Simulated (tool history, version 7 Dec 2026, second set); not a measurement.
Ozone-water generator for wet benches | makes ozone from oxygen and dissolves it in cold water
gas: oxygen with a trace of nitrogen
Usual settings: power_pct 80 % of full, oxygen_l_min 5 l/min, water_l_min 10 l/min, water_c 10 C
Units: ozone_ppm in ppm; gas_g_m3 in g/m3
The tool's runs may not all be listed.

Run 1, day 0: usual settings. Result: ozone_ppm 46.6 ppm, gas_g_m3 247.6 g/m3.
Run 2, day 4.221: usual settings but oxygen_l_min 7.79 l/min. Result: ozone_ppm 41.8 ppm, gas_g_m3 186.7 g/m3.
Run 3, day 8.167: usual settings but oxygen_l_min 7.79 l/min. Result: ozone_ppm 41.6 ppm, gas_g_m3 184.6 g/m3.
Run 4, day 11.092: usual settings but oxygen_l_min 7.79 l/min. Result: ozone_ppm 41.6 ppm, gas_g_m3 186.3 g/m3.
At day 12.146: contactor cleaned.
Run 5, day 16.25: usual settings. Result: ozone_ppm 46.7 ppm, gas_g_m3 243.8 g/m3.
Run 6, day 20.758: usual settings but power_pct 54 % of full. Result: ozone_ppm 32.9 ppm, gas_g_m3 171.5 g/m3.
Run 7, day 24.654: usual settings but power_pct 54 % of full. Result: ozone_ppm 33 ppm, gas_g_m3 170.4 g/m3.
Run 8, day 28.575: usual settings. Result: ozone_ppm 47 ppm, gas_g_m3 244.2 g/m3.
Run 9, day 32.6: usual settings. Result: ozone_ppm 45.9 ppm, gas_g_m3 241.9 g/m3.
Run 10, day 37.054: usual settings. Result: ozone_ppm 46.3 ppm, gas_g_m3 242.5 g/m3.
Run 11, day 42.638: usual settings. Result: ozone_ppm 46.2 ppm, gas_g_m3 238.8 g/m3.
Run 12, day 46.825: usual settings but oxygen_l_min 8.9 l/min, water_l_min 12 l/min, water_c 8 C. Result: ozone_ppm 37.4 ppm, gas_g_m3 165.8 g/m3.
Run 13, day 49.471: usual settings but power_pct 55 % of full. Result: ozone_ppm 33.3 ppm, gas_g_m3 171.3 g/m3.
Run 14, day 54.242: usual settings but power_pct 55 % of full. Result: ozone_ppm 32.6 ppm, gas_g_m3 172.7 g/m3.
Run 15, day 59.871: usual settings but power_pct 90 % of full. Result: ozone_ppm 50.4 ppm, gas_g_m3 266.9 g/m3.
Run 16, day 62.396: usual settings but power_pct 85 % of full, oxygen_l_min 5.83 l/min, water_c 7 C. Result: ozone_ppm 49 ppm, gas_g_m3 228.6 g/m3.
Run 17, day 67.471: usual settings but power_pct 85 % of full, oxygen_l_min 5.83 l/min, water_c 7 C. Result: ozone_ppm 49.1 ppm, gas_g_m3 227.1 g/m3.
Run 18, day 71.346: usual settings but power_pct 64 % of full, oxygen_l_min 4.23 l/min, water_l_min 7 l/min, water_c 13 C. Result: ozone_ppm 44.7 ppm, gas_g_m3 217.1 g/m3.
Run 19, day 76.338: usual settings but power_pct 97 % of full, oxygen_l_min 2.65 l/min. Result: ozone_ppm 56.4 ppm, gas_g_m3 414.2 g/m3.
Run 20, day 79.475: usual settings but power_pct 59 % of full, oxygen_l_min 3.92 l/min. Result: ozone_ppm 36 ppm, gas_g_m3 211 g/m3.
Run 21, day 82.554: usual settings but power_pct 86 % of full, water_l_min 7 l/min. Result: ozone_ppm 58.5 ppm, gas_g_m3 250.5 g/m3.

5 ways to go on from here, each from the tool as it stands after run 21. What would each give?
Run A, day 87.312: usual settings but power_pct 86 % of full, oxygen_l_min 7.49 l/min, water_l_min 7 l/min. Result: ozone_ppm ?, gas_g_m3 ?.
Run B, day 87.312: usual settings but power_pct 86 % of full. Result: ozone_ppm ?, gas_g_m3 ?.
Run C, day 87.312: usual settings but power_pct 91 % of full. Result: ozone_ppm ?, gas_g_m3 ?.
Run D, day 87.312: usual settings but power_pct 44 % of full, water_l_min 12 l/min, water_c 16 C. Result: ozone_ppm ?, gas_g_m3 ?.
Run E, day 87.312: usual settings but power_pct 86 % of full, oxygen_l_min 4.43 l/min, water_l_min 7 l/min. Result: ozone_ppm ?, gas_g_m3 ?.

run  ozone_ppm  gas_g_m3
  A       51.5     194.7
  B       47.5     250.6
  C       49.1       263
  D       21.2     139.5
  E         60     270.8
Without the tool's hidden state the same runs would have given:
run  ozone_ppm  gas_g_m3
  A       57.1     209.8
  B       52.6     270.1
  C       54.5     284.4
  D       22.7     144.8
  E       66.3     291.9

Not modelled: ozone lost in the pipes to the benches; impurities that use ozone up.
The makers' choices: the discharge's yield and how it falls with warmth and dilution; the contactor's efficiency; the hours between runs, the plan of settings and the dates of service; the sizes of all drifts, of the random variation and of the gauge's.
